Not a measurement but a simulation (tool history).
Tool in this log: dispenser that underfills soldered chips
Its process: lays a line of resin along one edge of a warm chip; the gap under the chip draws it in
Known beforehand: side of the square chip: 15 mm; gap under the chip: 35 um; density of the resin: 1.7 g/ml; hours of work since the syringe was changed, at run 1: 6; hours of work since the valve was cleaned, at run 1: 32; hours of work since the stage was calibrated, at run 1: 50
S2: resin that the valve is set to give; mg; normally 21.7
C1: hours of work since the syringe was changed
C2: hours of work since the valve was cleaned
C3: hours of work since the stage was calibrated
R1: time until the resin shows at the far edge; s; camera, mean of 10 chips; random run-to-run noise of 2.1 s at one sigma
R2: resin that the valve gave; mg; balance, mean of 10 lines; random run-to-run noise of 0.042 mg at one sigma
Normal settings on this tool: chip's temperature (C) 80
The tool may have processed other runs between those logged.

Run 1, hour 0: usual settings; C1 6; C2 32; C3 50. Result: R1 301 s, R2 21.25 mg.
At hour 0.9: new syringe of resin.
Run 2, hour 4.5: usual settings; C1 2; C2 35; C3 53. Result: R1 237.5 s, R2 21.1 mg.
Run 3, hour 9.8: usual settings but S2 27.4 mg; C1 6; C2 38; C3 56. Result: R1 278.9 s, R2 26.63 mg.
At hour 11.4: new syringe of resin.
At hour 14.5: dispensing valve cleaned and set on the balance.
Run 4, hour 17: usual settings but S2 27.4 mg; C1 3; C2 2; C3 60. Result: R1 248.4 s, R2 27.43 mg.
At hour 22.7: new syringe of resin.
Run 5, hour 27.1: usual settings but chip's temperature (C) 67; C1 3; C2 8; C3 66. Result: R1 471 s, R2 21.53 mg.
At hour 33.2: new syringe of resin.
Run 6, hour 33.4: usual settings but S2 20.2 mg; C1 0; C2 11; C3 69. Result: R1 211.8 s, R2 19.96 mg.
Run 7, hour 38.2: usual settings; C1 3; C2 15; C3 72. Result: R1 254.4 s, R2 21.43 mg.
At hour 43.9: new syringe of resin.
Run 8, hour 46.9: usual settings; C1 2; C2 20; C3 78. Result: R1 233.2 s, R2 21.33 mg.
At hour 54.5: new syringe of resin.
Run 9, hour 56.6: usual settings but S2 18.7 mg; C1 1; C2 26; C3 84. Result: R1 230 s, R2 18.32 mg.
Run 10, hour 62.1: usual settings but chip's temperature (C) 77; C1 5; C2 29; C3 87. Result: R1 322.2 s, R2 21.24 mg.
At hour 65.1: new syringe of resin.
Run 11, hour 70.8: usual settings but chip's temperature (C) 77; C1 4; C2 34; C3 92. Result: R1 301.9 s, R2 21.09 mg.
At hour 75.5: new syringe of resin.
Run 12, hour 78.8: usual settings but chip's temperature (C) 77; C1 2; C2 39; C3 97. Result: R1 281.4 s, R2 20.94 mg.
At hour 81.3: dispensing valve cleaned and set on the balance.
Run 13, hour 85.4: usual settings; C1 6; C2 3; C3 101. Result: R1 291.5 s, R2 21.61 mg.
At hour 87.1: new syringe of resin.
Run 14, hour 90.1: usual settings; C1 2; C2 5; C3 103. Result: R1 230.7 s, R2 21.57 mg.
Run 15, hour 94.5: usual settings but chip's temperature (C) 70, S2 21.5 mg; C1 5; C2 8; C3 106. Result: R1 460.5 s, R2 21.29 mg.
At hour 97.2: new syringe of resin.
Run 16, hour 101.9: usual settings but chip's temperature (C) 74, S2 25.5 mg; C1 3; C2 13; C3 111. Result: R1 327.7 s, R2 25.2 mg.
At hour 107.6: new syringe of resin.
Run 17, hour 109.7: usual settings but chip's temperature (C) 74, S2 25.5 mg; C1 1; C2 17; C3 115. Result: R1 295.6 s, R2 25.03 mg.
At hour 118: new syringe of resin.
Run 18, hour 118: usual settings but chip's temperature (C) 74, S2 25.5 mg; C1 0; C2 22; C3 120. Result: R1 271 s, R2 24.84 mg.
Run 19, hour 127.6: usual settings but chip's temperature (C) 74, S2 24.3 mg; C1 6; C2 28; C3 126. Result: R1 386.2 s, R2 23.6 mg.
At hour 128.4: new syringe of resin.
Run 20, hour 134: usual settings but chip's temperature (C) 70, S2 25.8 mg; C1 4; C2 32; C3 130. Result: R1 423.8 s, R2 25.03 mg.
At hour 138.9: new syringe of resin.
Run 21, hour 142: usual settings but S2 27.5 mg; C1 2; C2 37; C3 135. Result: R1 225 s, R2 26.59 mg.
At hour 147.9: dispensing valve cleaned and set on the balance.
At hour 150.6: new syringe of resin.
Run 22, hour 152.3: usual settings but S2 27.5 mg; C1 1; C2 3; C3 141. Result: R1 219.4 s, R2 27.52 mg.
Run 23, hour 157.8: usual settings but chip's temperature (C) 92, S2 21.8 mg; C1 4; C2 6; C3 144. Result: R1 151.3 s, R2 21.64 mg.
At hour 161: new syringe of resin.
Run 24, hour 165.9: usual settings but chip's temperature (C) 92, S2 26.1 mg; C1 3; C2 11; C3 149. Result: R1 136.7 s, R2 25.94 mg.
Run 25, hour 170.3: usual settings but chip's temperature (C) 81; C1 6; C2 14; C3 152. Result: R1 277.2 s, R2 21.5 mg.
At hour 171.3: new syringe of resin.
Run 26, hour 178.9: usual settings but chip's temperature (C) 81, S2 19.8 mg; C1 5; C2 19; C3 157. Result: R1 262.6 s, R2 19.58 mg.
At hour 181.8: new syringe of resin.
Run 27, hour 185.2: usual settings but chip's temperature (C) 67, S2 19.5 mg; C1 2; C2 23; C3 161. Result: R1 465.6 s, R2 19.14 mg.

Branching from run 27: 4 alternative next runs. What would each branch give?
At hour 192.6: new syringe of resin.
Run A, hour 194.8: usual settings but chip's temperature (C) 67, S2 20.2 mg; C1 1; C2 29; C3 167. Result: R1 ?, R2 ?.
At hour 192.6: new syringe of resin.
Run B, hour 194.8: usual settings but chip's temperature (C) 67, S2 22.3 mg; C1 1; C2 29; C3 167. Result: R1 ?, R2 ?.
At hour 192.6: new syringe of resin.
Run C, hour 194.8: usual settings but S2 21.1 mg; C1 1; C2 29; C3 167. Result: R1 ?, R2 ?.
At hour 192.6: new syringe of resin.
Run D, hour 194.8: usual settings but chip's temperature (C) 67, S2 19.7 mg; C1 1; C2 29; C3 167. Result: R1 ?, R2 ?.

run     R1     R2
  A  435.9  19.76
  B  432.7  21.85
  C    224  20.65
  D  451.7  19.21
What these runs would have given with no unlogged condition in the tool:
run     R1     R2
  A  416.3  20.22
  B  413.9  22.35
  C  213.5  21.12
  D  431.2  19.65
